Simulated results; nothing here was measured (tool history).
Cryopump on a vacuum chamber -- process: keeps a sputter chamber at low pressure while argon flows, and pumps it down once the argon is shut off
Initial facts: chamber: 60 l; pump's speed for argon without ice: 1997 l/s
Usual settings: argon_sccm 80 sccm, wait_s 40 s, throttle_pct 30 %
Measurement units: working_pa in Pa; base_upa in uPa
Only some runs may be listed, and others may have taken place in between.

run   hour  argon_sccm  wait_s  throttle_pct  working_pa  base_upa
  1    0.0          80      40            30      0.2339      1.82
  2   32.7          80      40            30      0.2331      1.80
  3   49.0          80      40            30      0.2330      1.84
  4   70.5          80      40            30      0.2339      1.87
  5   92.0          80      40            30      0.2334      1.91
  6  124.7          80      40            30      0.2337      0.97
  7  143.7          97      40            30      0.2856      0.93
  8  160.1          55      40            30      0.1616      0.98
  9  179.1          55      40            30      0.1616      0.95
 10  200.3          55      40            30      0.1622      0.99
 11  214.2          80      40            30      0.2359      0.98
 12  228.0          80      40            30      0.2358      0.98
 13  249.6          80      40            30      0.2384      1.00
 14  275.3          64     154            17      0.3291      0.42
 15  300.7         126      59            58      0.2031      0.81
 16  328.6          70     154            31      0.2025      0.43
 17  356.9          54     249            30      0.1634      0.41
 18  377.9          42     249            16      0.2297      0.38
 19  415.3          42     249            16      0.2240      0.38
 20  433.6          80     172            19      0.3599      0.45
 21  457.3          80      35            30      0.2266      1.12
 22  473.2          99      42            45      0.1874      0.99
 23  489.4          38      27            30      0.1085      1.41

Not shown here: 2 entries made in the log between runs. Locate each between two listed runs and compare the hidden state at the listed run before it with the hidden state at the listed run after it:
Run 5 -> run 6: leaking fittings of the chamber tightened, without venting (hour 95.4)
  pump's speed, % of a pump's without ice: 90.5 -> 89.7; cold plate's temperature, K: 12.69 -> 12.71; leak into the chamber, uPa l/s: 1963 -> 321
  measured result minus the result with no hidden state, working_pa: +0.0082 -> +0.0088 Pa; base_upa: +0.97 -> +0.03 uPa
Run 18 -> run 19: pump warmed up, emptied and cooled again (hour 413.2)
  pump's speed, % of a pump's without ice: 83.6 -> 99.7; cold plate's temperature, K: 12.81 -> 12.82; leak into the chamber, uPa l/s: 459 -> 477
  measured result minus the result with no hidden state, working_pa: +0.0076 -> +0.0007 Pa; base_upa: +0.13 -> +0.09 uPa
